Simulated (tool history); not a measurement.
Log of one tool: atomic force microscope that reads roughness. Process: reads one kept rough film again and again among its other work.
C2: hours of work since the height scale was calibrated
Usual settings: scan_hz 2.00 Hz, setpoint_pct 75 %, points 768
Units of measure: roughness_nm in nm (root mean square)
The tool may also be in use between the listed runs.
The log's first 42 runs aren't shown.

run 43 day=63.975 | scan_hz=2.32 setpoint_pct=60 points=638 | pictures_with_this_tip=122 C2=1863 | roughness_nm=1.434
run 44 day=66.158 | scan_hz=2.00 setpoint_pct=75 points=464 | pictures_with_this_tip=185 C2=1900 | roughness_nm=1.254
run 45 day=67.354 | scan_hz=1.35 setpoint_pct=58 points=768 | pictures_with_this_tip=220 C2=1920 | roughness_nm=1.347
run 46 day=69.571 | scan_hz=1.20 setpoint_pct=75 points=354 | pictures_with_this_tip=284 C2=1958 | roughness_nm=1.204
-- day=69.862 new tip fitted
run 47 day=71.125 | scan_hz=1.62 setpoint_pct=66 points=389 | pictures_with_this_tip=36 C2=1984 | roughness_nm=1.559
run 48 day=72.729 | scan_hz=2.52 setpoint_pct=64 points=924 | pictures_with_this_tip=83 C2=2011 | roughness_nm=1.461
run 49 day=74.779 | scan_hz=2.00 setpoint_pct=75 points=756 | pictures_with_this_tip=143 C2=2046 | roughness_nm=1.317
run 50 day=76.258 | scan_hz=2.00 setpoint_pct=67 points=732 | pictures_with_this_tip=186 C2=2071 | roughness_nm=1.308
run 51 day=77.596 | scan_hz=1.47 setpoint_pct=73 points=723 | pictures_with_this_tip=224 C2=2093 | roughness_nm=1.270

4 options for the next run, each taken on its own from the tool as it stands now. Forecast them:
run A day=78.842 | scan_hz=1.12 setpoint_pct=79 points=554 | pictures_with_this_tip=260 C2=2114 | roughness_nm=?
run B day=78.842 | scan_hz=1.23 setpoint_pct=73 points=302 | pictures_with_this_tip=260 C2=2114 | roughness_nm=?
run C day=78.842 | scan_hz=2.32 setpoint_pct=75 points=572 | pictures_with_this_tip=260 C2=2114 | roughness_nm=?
run D day=78.842 | scan_hz=0.64 setpoint_pct=73 points=595 | pictures_with_this_tip=260 C2=2114 | roughness_nm=?

run=A roughness_nm=1.225
run=B roughness_nm=1.217
run=C roughness_nm=1.153
run=D roughness_nm=1.294
Take away the tool's hidden state, keep each run's random variation, and the runs would have read:
run=A roughness_nm=1.637
run=B roughness_nm=1.626
run=C roughness_nm=1.540
run=D roughness_nm=1.729
